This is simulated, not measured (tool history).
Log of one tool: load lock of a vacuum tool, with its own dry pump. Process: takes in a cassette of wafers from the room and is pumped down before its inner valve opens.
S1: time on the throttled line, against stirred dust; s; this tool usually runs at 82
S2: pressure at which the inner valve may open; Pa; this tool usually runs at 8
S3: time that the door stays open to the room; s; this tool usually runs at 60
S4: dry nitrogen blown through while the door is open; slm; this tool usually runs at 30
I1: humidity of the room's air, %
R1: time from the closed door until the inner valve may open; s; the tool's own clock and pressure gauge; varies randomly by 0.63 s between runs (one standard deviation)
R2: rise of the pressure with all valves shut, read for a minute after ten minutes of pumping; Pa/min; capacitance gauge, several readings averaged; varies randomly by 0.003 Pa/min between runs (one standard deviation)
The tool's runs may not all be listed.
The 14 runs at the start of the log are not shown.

run	day	S1	S2	S3	S4	I1	R1	R2
15	248.121	82	8	60	30	44.8	133.8	0.075
16	272.096	82	8	60	30	46.0	134.0	0.078
17	296.583	82	8	60	30	46.2	133.7	0.092
18	319.146	82	8	60	30	44.1	133.6	0.095
19	330.042	86	11	60	5	46.4	135.2	0.126
20	356.096	68	8	40	30	43.5	122.9	0.106
21	377.971	68	8	40	30	46.0	123.8	0.119
22	398.400	68	8	40	30	46.3	122.8	0.130
23	417.383	42	14	209	30	45.3	98.7	0.174
# day 434.908: dry pump taken out, an overhauled one fitted
24	439.246	42	14	209	30	42.6	92.9	0.180
25	451.546	82	7	60	30	43.2	131.8	0.167
26	467.754	45	8	60	30	42.5	98.9	0.170
27	491.033	90	8	60	30	45.3	135.9	0.179
28	515.925	49	11	110	30	44.0	101.6	0.210
29	537.208	53	8	60	6	45.8	106.9	0.240
30	550.450	53	8	172	6	47.1	107.8	0.284
31	565.650	53	8	172	6	39.5	107.0	0.278
32	589.288	53	8	172	6	42.5	108.1	0.295
33	614.700	82	9	60	11	41.7	131.4	0.268
34	639.758	82	15	236	11	46.6	127.4	0.351
35	662.625	82	15	236	11	43.8	128.8	0.365
36	678.288	82	15	236	11	43.6	128.5	0.374

What if the next run were any one of these 3? Each begins from the tool's condition after run 36:
A	689.450	82	8	60	30	45.2	?	?
B	689.450	82	9	47	6	38.9	?	?
C	689.450	140	9	77	11	43.3	?	?

run	R1	R2
A	133.1	0.324
B	132.3	0.324
C	181.7	0.334
The same runs, with their run-to-run variation unchanged, on a tool lacking any hidden condition would have given:
run	R1	R2
A	129.1	0.034
B	128.5	0.036
C	178.4	0.045

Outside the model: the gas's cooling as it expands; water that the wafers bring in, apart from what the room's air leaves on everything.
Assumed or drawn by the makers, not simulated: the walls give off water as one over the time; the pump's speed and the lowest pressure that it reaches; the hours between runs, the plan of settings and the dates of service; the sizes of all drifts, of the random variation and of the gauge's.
